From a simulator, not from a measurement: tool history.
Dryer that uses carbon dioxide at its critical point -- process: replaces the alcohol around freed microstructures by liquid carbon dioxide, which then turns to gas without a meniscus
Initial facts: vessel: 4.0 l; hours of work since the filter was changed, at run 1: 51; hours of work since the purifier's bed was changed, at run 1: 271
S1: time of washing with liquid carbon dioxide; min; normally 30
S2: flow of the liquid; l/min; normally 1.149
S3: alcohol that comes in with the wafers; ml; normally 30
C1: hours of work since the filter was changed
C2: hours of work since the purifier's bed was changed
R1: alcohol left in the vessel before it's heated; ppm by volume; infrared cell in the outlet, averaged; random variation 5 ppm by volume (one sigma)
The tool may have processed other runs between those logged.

run	hour	S1	S2	S3	C1	C2	R1
1	0.0	30	1.149	30	51	271	100
2	5.0	30	1.149	30	55	275	91
3	11.5	30	1.149	39	60	280	100
4	17.9	30	1.149	39	64	284	95
5	27.0	30	1.170	39	71	291	94
6	31.6	26	1.149	30	75	295	110
7	40.5	26	1.149	30	81	301	108
8	49.4	30	1.149	26	88	308	113
9	55.6	30	0.700	30	93	313	158
10	60.5	30	0.700	30	96	317	165
11	67.6	30	0.700	30	102	322	169
12	76.2	30	1.250	30	108	328	103
13	82.3	30	1.250	30	113	333	110
14	88.6	30	1.250	30	118	338	119
15	93.1	30	1.250	30	121	341	107
16	100.7	30	1.250	30	127	347	109
17	106.3	30	1.149	30	131	351	113
18	111.6	30	1.000	30	135	355	123
19	117.3	30	1.000	30	139	359	124
20	125.7	30	1.000	30	145	365	117
21	131.9	30	1.149	30	150	370	118
22	139.4	30	1.149	46	156	376	118
23	144.5	30	1.149	46	160	380	134
24	151.3	30	1.149	46	165	385	132
# hour 156.6: inlet filter changed
25	158.2	34	1.560	30	1	389	118
26	164.1	19	0.770	81	6	394	799
27	169.6	29	1.300	48	10	398	134
28	173.4	29	1.300	48	13	401	134
29	180.9	30	1.500	40	18	406	129
30	187.7	30	1.500	40	23	411	133
31	192.2	18	1.160	38	27	415	206
32	199.3	20	1.149	95	32	420	251
33	208.5	20	1.149	95	39	427	253
34	217.5	32	1.950	95	46	434	141
35	225.8	30	0.800	63	52	440	204
36	231.6	30	0.800	63	56	444	207
37	237.2	27	1.110	30	61	449	154
38	246.4	32	1.690	33	68	455	145
39	253.2	32	1.690	33	73	461	153
40	260.5	31	1.160	24	78	466	157
41	268.9	33	1.160	24	84	472	153
42	276.6	33	1.160	24	90	478	158
43	282.6	33	1.160	24	95	483	153
44	291.1	28	0.930	76	101	489	211
45	297.9	28	0.880	32	106	494	185
46	306.7	28	0.880	32	113	501	199
47	311.7	28	0.880	32	117	505	187

Branching from run 47: 3 alternative next runs. What would each branch give?
A	316.4	30	1.060	30	120	508	?
B	316.4	18	1.430	29	120	508	?
C	316.4	28	1.050	32	120	508	?

run	R1
A	175
B	177
C	171
With no hidden state in the tool, these same runs would have given:
run	R1
A	18
B	17
C	15
